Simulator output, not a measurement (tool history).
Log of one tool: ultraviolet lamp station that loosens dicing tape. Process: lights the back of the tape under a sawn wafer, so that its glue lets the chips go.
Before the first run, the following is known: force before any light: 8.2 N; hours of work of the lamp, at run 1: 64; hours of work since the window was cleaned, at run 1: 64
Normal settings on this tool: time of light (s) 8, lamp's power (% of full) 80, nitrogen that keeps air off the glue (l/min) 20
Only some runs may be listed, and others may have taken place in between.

run     day  time of light (s)  lamp's power (% of full)  nitrogen that keeps air off the glue (l/min)  hours of work of the lamp  hours of work since the window was cleaned  force that peels the tape off (N)  light that reached the tape (J/m2)
  1       0                  8                        80                                            20                         64                                          64                              0.534                                5360
  2   2.258                  8                        80                                            20                        102                                         102                              0.517                                5370
  3   5.158                  8                        80                                            20                        151                                         151                              0.514                                5380
  4   7.183                  8                        80                                            20                        186                                         186                               0.53                                5360
  5  10.175                  8                        80                                            20                        236                                         236                              0.548                                5370
  6  12.879                  8                        80                                            21                        282                                         282                              0.509                                5400
  7  16.079                  8                        80                                            20                        336                                         336                              0.532                                5340
  8  17.817                  8                        80                                            20                        365                                         365                              0.531                                5350
  9    20.6                  8                        80                                            20                        412                                         412                              0.525                                5400
 10  21.946                  8                        80                                            20                        435                                         435                              0.547                                5400
      22.45  -- window cleaned of glue's vapour
 11    23.9                  8                        80                                            20                        468                                          25                              0.536                                5330
 12  25.717                  8                        87                                            20                        499                                          55                              0.419                                5850
 13  28.983                  8                        87                                            20                        554                                         110                              0.433                                5840
 14  31.917                  8                        87                                            20                        604                                         160                              0.438                                5840
 15  35.008                  8                        87                                            20                        656                                         212                              0.427                                5840
     36.171  -- lamp changed
 16  37.412                  8                        87                                            20                         21                                         252                               0.43                                5890
 17  40.388                  8                        80                                            20                         71                                         303                              0.534                                5350
 18  42.492                  8                        80                                            20                        107                                         338                              0.507                                5440
 19  45.571                  8                        80                                            20                        159                                         390                               0.53                                5370
 20  48.208                  4                        80                                            20                        204                                         435                              2.002                                2670
     48.812  -- window cleaned of glue's vapour
 21  49.662                  8                        80                                            20                        228                                          14                              0.549                                5350
 22  51.308                  8                        80                                            20                        256                                          42                              0.545                                5360
 23  53.892                  7                        65                                            18                        299                                          86                              1.206                                3810
 24  56.738                 11                        80                                            27                        347                                         134                              0.174                                7370
 25      60                 11                        80                                            27                        403                                         189                              0.183                                7350
 26  62.212                 11                        80                                            27                        440                                         227                              0.185                                7390
 27  64.729                  7                        80                                            33                        483                                         269                              0.527                                4700
 28  66.308                 11                        95                                            14                        509                                         296                              0.191                                8790
 29  67.942                 11                        95                                            14                        537                                         324                              0.197                                8810
 30  70.325                 14                        66                                            25                        577                                         364                              0.163                                7730
 31  73.467                 14                        66                                            25                        630                                         417                               0.16                                7750
     74.992  -- window cleaned of glue's vapour
       76.3  -- lamp changed
 32   76.35                 12                        79                                            14                          1                                          22                              0.254                                8010
 33  79.612                  8                        64                                            20                         56                                          77                              0.898                                4280
 34  82.692                  8                        77                                            20                        108                                         129                              0.578                                5150
 35  84.525                  6                        82                                             7                        139                                         160                              1.788                                4110
 36  87.633                 11                        88                                             6                        192                                         213                               0.54                                8170
 37  89.879                 11                        88                                             6                        230                                         251                              0.511                                8100
 38  92.104                  7                        80                                            20                        267                                         289                              0.753                                4710

What will run 39 give?
 39  93.829                 11                        76                                            27                        296                                         318                                  ?                                   ?

Run 39 produced force that peels the tape off (N) 0.198, light that reached the tape (J/m2) 7040.
If the tool had no hidden condition, the same run with the same run-to-run variation would have returned force that peels the tape off (N) 0.197, light that reached the tape (J/m2) 7050.
